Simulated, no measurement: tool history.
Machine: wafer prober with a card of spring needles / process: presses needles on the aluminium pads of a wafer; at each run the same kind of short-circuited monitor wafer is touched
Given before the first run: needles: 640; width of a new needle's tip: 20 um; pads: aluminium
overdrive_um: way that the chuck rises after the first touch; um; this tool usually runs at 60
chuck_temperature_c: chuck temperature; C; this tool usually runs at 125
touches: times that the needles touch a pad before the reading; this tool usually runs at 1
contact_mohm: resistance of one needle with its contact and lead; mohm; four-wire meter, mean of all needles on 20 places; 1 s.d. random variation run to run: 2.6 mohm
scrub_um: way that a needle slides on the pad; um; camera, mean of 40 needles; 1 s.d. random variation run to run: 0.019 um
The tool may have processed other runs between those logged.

{"run": 1, "hour": 0.0, "overdrive_um": 60, "chuck_temperature_c": 125, "touches": 1, "contact_mohm": 429, "scrub_um": 7.25}
{"hour": 12.1, "done": "tips cleaned on abrasive film"}
{"run": 2, "hour": 17.3, "overdrive_um": 77, "chuck_temperature_c": 125, "touches": 1, "contact_mohm": 329, "scrub_um": 9.31}
{"run": 3, "hour": 33.6, "overdrive_um": 77, "chuck_temperature_c": 125, "touches": 1, "contact_mohm": 374, "scrub_um": 9.3}
{"hour": 46.1, "done": "tips cleaned on abrasive film"}
{"run": 4, "hour": 63.5, "overdrive_um": 58, "chuck_temperature_c": 125, "touches": 1, "contact_mohm": 416, "scrub_um": 6.98}
{"hour": 80.1, "done": "tips cleaned on abrasive film"}
{"run": 5, "hour": 97.9, "overdrive_um": 60, "chuck_temperature_c": 125, "touches": 1, "contact_mohm": 421, "scrub_um": 7.21}
{"hour": 113.0, "done": "tips cleaned on abrasive film"}
{"run": 6, "hour": 115.2, "overdrive_um": 60, "chuck_temperature_c": 125, "touches": 1, "contact_mohm": 341, "scrub_um": 7.2}
{"run": 7, "hour": 143.4, "overdrive_um": 60, "chuck_temperature_c": 125, "touches": 1, "contact_mohm": 445, "scrub_um": 7.24}
{"hour": 146.3, "done": "tips cleaned on abrasive film"}
{"run": 8, "hour": 177.4, "overdrive_um": 60, "chuck_temperature_c": 125, "touches": 1, "contact_mohm": 458, "scrub_um": 7.23}
{"hour": 179.2, "done": "tips cleaned on abrasive film"}
{"run": 9, "hour": 206.5, "overdrive_um": 60, "chuck_temperature_c": 125, "touches": 1, "contact_mohm": 439, "scrub_um": 7.24}
{"hour": 211.5, "done": "tips cleaned on abrasive film"}
{"run": 10, "hour": 226.3, "overdrive_um": 60, "chuck_temperature_c": 125, "touches": 1, "contact_mohm": 417, "scrub_um": 7.19}
{"hour": 244.1, "done": "tips cleaned on abrasive film"}
{"run": 11, "hour": 261.4, "overdrive_um": 60, "chuck_temperature_c": 125, "touches": 1, "contact_mohm": 419, "scrub_um": 7.2}
{"hour": 269.6, "done": "height of the first contact set anew"}
{"hour": 276.8, "done": "tips cleaned on abrasive film"}
{"run": 12, "hour": 294.1, "overdrive_um": 62, "chuck_temperature_c": 125, "touches": 1, "contact_mohm": 413, "scrub_um": 7.41}
{"hour": 310.5, "done": "tips cleaned on abrasive film"}
{"run": 13, "hour": 321.7, "overdrive_um": 62, "chuck_temperature_c": 125, "touches": 1, "contact_mohm": 394, "scrub_um": 7.39}
{"hour": 336.8, "done": "height of the first contact set anew, once more"}
{"run": 14, "hour": 337.9, "overdrive_um": 60, "chuck_temperature_c": 125, "touches": 1, "contact_mohm": 436, "scrub_um": 7.33}
{"hour": 345.0, "done": "tips cleaned on abrasive film"}
{"run": 15, "hour": 356.4, "overdrive_um": 60, "chuck_temperature_c": 125, "touches": 1, "contact_mohm": 397, "scrub_um": 7.32}
{"hour": 379.3, "done": "tips cleaned on abrasive film"}
{"run": 16, "hour": 381.4, "overdrive_um": 60, "chuck_temperature_c": 125, "touches": 1, "contact_mohm": 337, "scrub_um": 7.33}
{"run": 17, "hour": 398.5, "overdrive_um": 60, "chuck_temperature_c": 25, "touches": 1, "contact_mohm": 418, "scrub_um": 7.32}
{"hour": 413.2, "done": "tips cleaned on abrasive film"}
{"run": 18, "hour": 421.2, "overdrive_um": 60, "chuck_temperature_c": 125, "touches": 2, "contact_mohm": 337, "scrub_um": 7.3}
{"run": 19, "hour": 445.3, "overdrive_um": 60, "chuck_temperature_c": 125, "touches": 2, "contact_mohm": 396, "scrub_um": 7.31}
{"hour": 448.7, "done": "tips cleaned on abrasive film"}
{"run": 20, "hour": 461.4, "overdrive_um": 51, "chuck_temperature_c": 65, "touches": 3, "contact_mohm": 345, "scrub_um": 6.2}
{"run": 21, "hour": 478.8, "overdrive_um": 51, "chuck_temperature_c": 65, "touches": 3, "contact_mohm": 365, "scrub_um": 6.22}
{"hour": 483.9, "done": "tips cleaned on abrasive film"}
{"run": 22, "hour": 501.5, "overdrive_um": 56, "chuck_temperature_c": 79, "touches": 3, "contact_mohm": 344, "scrub_um": 6.77}
{"hour": 518.1, "done": "tips cleaned on abrasive film"}
{"run": 23, "hour": 537.0, "overdrive_um": 57, "chuck_temperature_c": 78, "touches": 1, "contact_mohm": 435, "scrub_um": 6.92}
{"hour": 550.8, "done": "tips cleaned on abrasive film"}
{"run": 24, "hour": 556.8, "overdrive_um": 47, "chuck_temperature_c": 93, "touches": 2, "contact_mohm": 359, "scrub_um": 5.67}
{"hour": 583.3, "done": "tips cleaned on abrasive film"}
{"run": 25, "hour": 589.4, "overdrive_um": 44, "chuck_temperature_c": 27, "touches": 1, "contact_mohm": 412, "scrub_um": 5.32}
{"run": 26, "hour": 609.0, "overdrive_um": 64, "chuck_temperature_c": 31, "touches": 1, "contact_mohm": 422, "scrub_um": 7.74}
{"hour": 617.0, "done": "tips cleaned on abrasive film"}
{"run": 27, "hour": 633.8, "overdrive_um": 71, "chuck_temperature_c": 26, "touches": 2, "contact_mohm": 328, "scrub_um": 8.63}
{"hour": 651.4, "done": "tips cleaned on abrasive film"}
{"run": 28, "hour": 656.0, "overdrive_um": 71, "chuck_temperature_c": 26, "touches": 2, "contact_mohm": 298, "scrub_um": 8.63}
{"run": 29, "hour": 682.9, "overdrive_um": 71, "chuck_temperature_c": 26, "touches": 2, "contact_mohm": 348, "scrub_um": 8.59}
{"hour": 684.7, "done": "tips cleaned on abrasive film"}
{"run": 30, "hour": 710.7, "overdrive_um": 45, "chuck_temperature_c": 112, "touches": 2, "contact_mohm": 458, "scrub_um": 5.42}
{"hour": 717.0, "done": "tips cleaned on abrasive film"}
{"run": 31, "hour": 731.1, "overdrive_um": 45, "chuck_temperature_c": 112, "touches": 2, "contact_mohm": 417, "scrub_um": 5.44}
{"hour": 751.4, "done": "tips cleaned on abrasive film"}
{"run": 32, "hour": 754.8, "overdrive_um": 60, "chuck_temperature_c": 125, "touches": 2, "contact_mohm": 335, "scrub_um": 7.24}
{"run": 33, "hour": 780.8, "overdrive_um": 60, "chuck_temperature_c": 108, "touches": 2, "contact_mohm": 389, "scrub_um": 7.24}
{"hour": 784.6, "done": "tips cleaned on abrasive film"}
{"run": 34, "hour": 815.4, "overdrive_um": 60, "chuck_temperature_c": 108, "touches": 2, "contact_mohm": 392, "scrub_um": 7.25}

3 ways to go on from here, each from the tool as it stands after run 34. What would each give?
{"hour": 818.4, "done": "tips cleaned on abrasive film"}
{"run": "A", "hour": 839.2, "overdrive_um": 44, "chuck_temperature_c": 125, "touches": 1, "contact_mohm": "?", "scrub_um": "?"}
{"hour": 818.4, "done": "tips cleaned on abrasive film"}
{"run": "B", "hour": 839.2, "overdrive_um": 73, "chuck_temperature_c": 125, "touches": 1, "contact_mohm": "?", "scrub_um": "?"}
{"hour": 818.4, "done": "tips cleaned on abrasive film"}
{"run": "C", "hour": 839.2, "overdrive_um": 43, "chuck_temperature_c": 125, "touches": 1, "contact_mohm": "?", "scrub_um": "?"}

run=A contact_mohm=543 scrub_um=5.26
run=B contact_mohm=393 scrub_um=8.85
run=C contact_mohm=560 scrub_um=5.19
The same runs, with their run-to-run variation unchanged, on a tool lacking any hidden condition would have given:
run=A contact_mohm=314 scrub_um=5.35
run=B contact_mohm=301 scrub_um=8.93
run=C contact_mohm=319 scrub_um=5.28
